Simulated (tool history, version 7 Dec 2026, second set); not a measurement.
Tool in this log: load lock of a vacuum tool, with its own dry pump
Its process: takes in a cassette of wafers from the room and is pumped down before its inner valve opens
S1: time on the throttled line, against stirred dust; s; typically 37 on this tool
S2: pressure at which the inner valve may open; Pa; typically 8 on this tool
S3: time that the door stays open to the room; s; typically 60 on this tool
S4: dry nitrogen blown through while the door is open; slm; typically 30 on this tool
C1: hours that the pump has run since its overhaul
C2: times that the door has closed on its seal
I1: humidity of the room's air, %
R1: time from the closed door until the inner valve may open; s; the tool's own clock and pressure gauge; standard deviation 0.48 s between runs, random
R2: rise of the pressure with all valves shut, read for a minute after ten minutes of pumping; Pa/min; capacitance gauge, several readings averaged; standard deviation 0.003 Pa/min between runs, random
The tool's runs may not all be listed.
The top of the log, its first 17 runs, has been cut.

run 18 day=236.567 | S1=37 S2=8 S3=60 S4=30 | C1=12721 C2=19341 | I1=47.4 | R1=68.5 R2=0.078
run 19 day=255.500 | S1=37 S2=7 S3=151 S4=30 | C1=13176 C2=19798 | I1=46.4 | R1=69.3 R2=0.095
run 20 day=272.683 | S1=37 S2=7 S3=129 S4=25 | C1=13588 C2=20212 | I1=42.7 | R1=71.0 R2=0.097
run 21 day=287.667 | S1=37 S2=7 S3=129 S4=9 | C1=13948 C2=20574 | I1=43.1 | R1=70.6 R2=0.105
run 22 day=303.838 | S1=37 S2=7 S3=129 S4=9 | C1=14336 C2=20964 | I1=46.7 | R1=70.8 R2=0.115
run 23 day=316.738 | S1=37 S2=7 S3=129 S4=9 | C1=14646 C2=21275 | I1=42.0 | R1=71.2 R2=0.104
-- day=319.396 dry pump taken out, an overhauled one fitted
run 24 day=325.208 | S1=22 S2=7 S3=60 S4=30 | C1=139 C2=21473 | I1=45.4 | R1=51.7 R2=0.086
run 25 day=333.367 | S1=22 S2=7 S3=60 S4=30 | C1=335 C2=21670 | I1=43.9 | R1=50.9 R2=0.084
run 26 day=346.121 | S1=58 S2=8 S3=27 S4=7 | C1=641 C2=21978 | I1=45.0 | R1=80.4 R2=0.083
run 27 day=364.388 | S1=37 S2=15 S3=60 S4=5 | C1=1080 C2=22419 | I1=45.8 | R1=61.1 R2=0.105
run 28 day=372.946 | S1=37 S2=8 S3=60 S4=30 | C1=1285 C2=22625 | I1=45.2 | R1=63.8 R2=0.095
run 29 day=382.025 | S1=31 S2=8 S3=67 S4=30 | C1=1503 C2=22844 | I1=43.2 | R1=58.7 R2=0.091
run 30 day=396.688 | S1=37 S2=8 S3=232 S4=30 | C1=1855 C2=23198 | I1=44.1 | R1=63.7 R2=0.123
run 31 day=413.146 | S1=37 S2=15 S3=60 S4=30 | C1=2250 C2=23595 | I1=43.1 | R1=61.3 R2=0.099
run 32 day=421.212 | S1=37 S2=15 S3=60 S4=30 | C1=2444 C2=23790 | I1=45.7 | R1=61.9 R2=0.102
run 33 day=430.854 | S1=37 S2=15 S3=60 S4=30 | C1=2675 C2=24022 | I1=47.3 | R1=61.3 R2=0.102
run 34 day=440.358 | S1=46 S2=15 S3=135 S4=30 | C1=2903 C2=24252 | I1=45.2 | R1=69.1 R2=0.112
run 35 day=453.412 | S1=46 S2=15 S3=135 S4=30 | C1=3216 C2=24567 | I1=46.3 | R1=69.9 R2=0.116
run 36 day=467.925 | S1=46 S2=15 S3=135 S4=30 | C1=3565 C2=24917 | I1=46.6 | R1=69.0 R2=0.120

Forecast each of these 4 alternatives for the next run:
run A day=486.125 | S1=20 S2=8 S3=185 S4=39 | C1=4001 C2=25356 | I1=45.2 | R1=? R2=?
run B day=486.125 | S1=54 S2=12 S3=65 S4=30 | C1=4001 C2=25356 | I1=41.8 | R1=? R2=?
run C day=486.125 | S1=45 S2=13 S3=135 S4=30 | C1=4001 C2=25356 | I1=47.2 | R1=? R2=?
run D day=486.125 | S1=37 S2=15 S3=100 S4=30 | C1=4001 C2=25356 | I1=41.9 | R1=? R2=?

run=A R1=50.5 R2=0.121
run=B R1=77.4 R2=0.105
run=C R1=69.2 R2=0.121
run=D R1=62.0 R2=0.114
Without the tool's unlogged condition, the same runs would have read:
run=A R1=47.9 R2=0.036
run=B R1=75.4 R2=0.020
run=C R1=67.2 R2=0.037
run=D R1=59.8 R2=0.030

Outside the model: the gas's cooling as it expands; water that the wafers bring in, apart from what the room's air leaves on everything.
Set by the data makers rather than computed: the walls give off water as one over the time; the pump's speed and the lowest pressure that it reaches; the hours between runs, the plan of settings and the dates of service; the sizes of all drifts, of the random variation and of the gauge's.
